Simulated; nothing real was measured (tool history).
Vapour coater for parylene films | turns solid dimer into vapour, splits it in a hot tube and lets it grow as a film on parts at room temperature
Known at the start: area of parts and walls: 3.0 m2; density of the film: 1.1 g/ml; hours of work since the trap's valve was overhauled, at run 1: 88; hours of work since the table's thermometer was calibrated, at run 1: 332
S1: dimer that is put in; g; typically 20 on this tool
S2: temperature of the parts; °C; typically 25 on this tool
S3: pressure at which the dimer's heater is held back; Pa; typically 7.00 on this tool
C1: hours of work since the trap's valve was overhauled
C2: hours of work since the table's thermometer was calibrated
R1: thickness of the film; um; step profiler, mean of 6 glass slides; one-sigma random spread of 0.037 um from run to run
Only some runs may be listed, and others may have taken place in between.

run   hour  S1  S2    S3   C1   C2    R1
  1    0.0  20  25  7.00   88  332  3.88
  2   12.6  20  25  7.00   93  337  3.84
  3   28.0  20  27  7.00  100  344  3.70
  4   37.4  20  27  7.00  104  348  3.66
  5   50.9  20  27  7.00  110  354  3.68
  6   65.7  20  27  3.94  116  360  3.79
  7   75.9  20  27  3.94  121  365  3.83
  8   86.0  20  27  3.94  125  369  3.80
  9  108.1  20  27  3.94  134  379  3.81
 10  120.7  20  25  5.69  140  384  3.81
 11  133.9  12  27  2.36  146  390  2.37
 12  154.5  20  25  9.40  155  399  3.73
 13  169.4  23  22  5.04  161  405  4.76
 14  189.4  19  22  4.06  170  414  3.94
 15  204.7  16  25  7.00  176  420  3.00
 16  219.5  16  25  7.00  183  427  2.94
 17  236.0  16  25  7.00  190  434  2.99
 18  248.6  33  28  7.00  195  439  5.91

Each row is a separate what-if for the run after 18, all from the same tool condition, not one after another. Results?
  A  266.1  13  28  2.61  203  447   ?
  B  266.1  22  25  7.00  203  447   ?
  C  266.1  33  28  3.88  203  447   ?

run    R1
  A  2.50
  B  4.16
  C  6.04
Had the tool no hidden state, the same runs would have come out as:
run    R1
  A  2.64
  B  4.39
  C  6.38
